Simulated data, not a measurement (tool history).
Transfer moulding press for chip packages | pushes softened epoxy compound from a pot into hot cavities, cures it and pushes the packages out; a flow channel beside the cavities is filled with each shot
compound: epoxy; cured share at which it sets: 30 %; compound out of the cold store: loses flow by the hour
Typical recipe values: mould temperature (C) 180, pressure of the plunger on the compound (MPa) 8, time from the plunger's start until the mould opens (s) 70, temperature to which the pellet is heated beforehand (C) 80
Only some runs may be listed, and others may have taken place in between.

run   hour  mould temperature (C)  pressure of the plunger on the compound (MPa)  time from the plunger's start until the mould opens (s)  temperature to which the pellet is heated beforehand (C)  incoming compound's hours out of the cold store  length that the compound runs in the flow channel (mm)  greatest force on the pins that push the packages out (N)
  1      0                    180                                              8                                                       70                                                        80                                               30                                                     533                                                        497
      12.3  -- cavities cleaned with cleaning compound and waxed
  2   13.9                    180                                              8                                                       86                                                        80                                             16.5                                                     570                                                        246
        18  -- plunger's sealing rings changed
  3     28                    180                                           7.18                                                       86                                                        80                                             12.3                                                     592                                                        344
  4   36.4                    180                                           7.18                                                       86                                                        80                                             27.3                                                     555                                                        364
  5   43.9                    180                                              8                                                       70                                                        75                                               17                                                     616                                                        528
      51.6  -- cavities cleaned with cleaning compound and waxed
  6   56.6                    180                                              8                                                       70                                                        75                                             42.6                                                     543                                                        368
  7   67.4                    180                                              8                                                       70                                                        75                                             32.8                                                     560                                                        451
  8   72.9                    180                                              8                                                       81                                                        80                                             45.7                                                     532                                                        371
  9   82.5                    180                                              8                                                       81                                                        80                                             28.8                                                     574                                                        398
      89.2  -- cavities cleaned with cleaning compound and waxed
 10   94.9                    180                                              8                                                       81                                                        80                                             33.8                                                     556                                                        298
 11  103.6                    180                                              8                                                       81                                                        80                                             47.4                                                     531                                                        342
 12  115.5                    180                                              8                                                       70                                                        79                                             39.4                                                     543                                                        494
 13  123.2                    181                                              8                                                       70                                                        79                                             27.2                                                     572                                                        493
     126.7  -- cavities cleaned with cleaning compound and waxed
 14  132.3                    181                                              8                                                       70                                                        79                                             21.9                                                     588                                                        351
 15  143.6                    175                                              8                                                       70                                                        87                                             26.6                                                     580                                                        636
 16  153.1                    181                                           7.06                                                       68                                                        71                                             40.3                                                     509                                                        503
 17  161.4                    181                                           7.06                                                       68                                                        71                                               32                                                     528                                                        534
     163.5  -- cavities cleaned with cleaning compound and waxed
 18  173.4                    181                                           7.06                                                       68                                                        71                                              9.4                                                     581                                                        444
 19  182.6                    175                                           7.08                                                       68                                                        77                                             38.8                                                     511                                                        735
 20  193.7                    188                                           8.33                                                       70                                                        87                                             15.7                                                     591                                                        360
     201.1  -- cavities cleaned with cleaning compound and waxed
 21  202.2                    188                                           8.33                                                       70                                                        87                                             35.4                                                     537                                                        246
 22  215.5                    184                                           6.79                                                       94                                                        80                                             16.6                                                     537                                                        320
 23  223.9                    177                                           7.32                                                       60                                                        83                                             14.8                                                     573                                                        955
 24  233.7                    177                                           7.32                                                       60                                                        83                                             14.5                                                     571                                                       1006
     237.9  -- cavities cleaned with cleaning compound and waxed
 25  244.4                    177                                           7.32                                                       60                                                        83                                             11.4                                                     576                                                        751
 26  252.8                    178                                            8.6                                                       99                                                        73                                             15.6                                                     622                                                        328
 27  258.7                    174                                            8.6                                                       99                                                        77                                             35.3                                                     573                                                        375
 28  269.6                    172                                           7.88                                                       70                                                        87                                             38.1                                                     543                                                        840

Pick out some run-to-run changes in length that the compound runs in the flow channel (mm). Of each, how much would a tool without hidden state show as well, from the settings, what came in and chance, and how much is left for the hidden state and any gauge scatter not in both results compared?
Hidden state at play: true mould temperature over the reading, C; pressure that reaches the compound, % of what is set; grip of the stained cavities, % over clean ones'; drift of the gauge itself on flow_mm, %; drift of the gauge itself on push_out_n, %.
Run 1 -> 2: time from the plunger's start until the mould opens (s) 70 -> 86, cavities cleaned with cleaning compound and waxed. length that the compound runs in the flow channel (mm) +37: hidden state -4, all else +41.
Run 2 -> 3: pressure of the plunger on the compound (MPa) 8 -> 7.18, plunger's sealing rings changed. length that the compound runs in the flow channel (mm) +22: hidden state +51, all else -29.
Run 5 -> 6: cavities cleaned with cleaning compound and waxed. length that the compound runs in the flow channel (mm) -73: hidden state -1, all else -72.
Run 19 -> 20: mould temperature (C) 175 -> 188, pressure of the plunger on the compound (MPa) 7.08 -> 8.33, time from the plunger's start until the mould opens (s) 68 -> 70, temperature to which the pellet is heated beforehand (C) 77 -> 87. length that the compound runs in the flow channel (mm) +80: hidden state -4, all else +84.
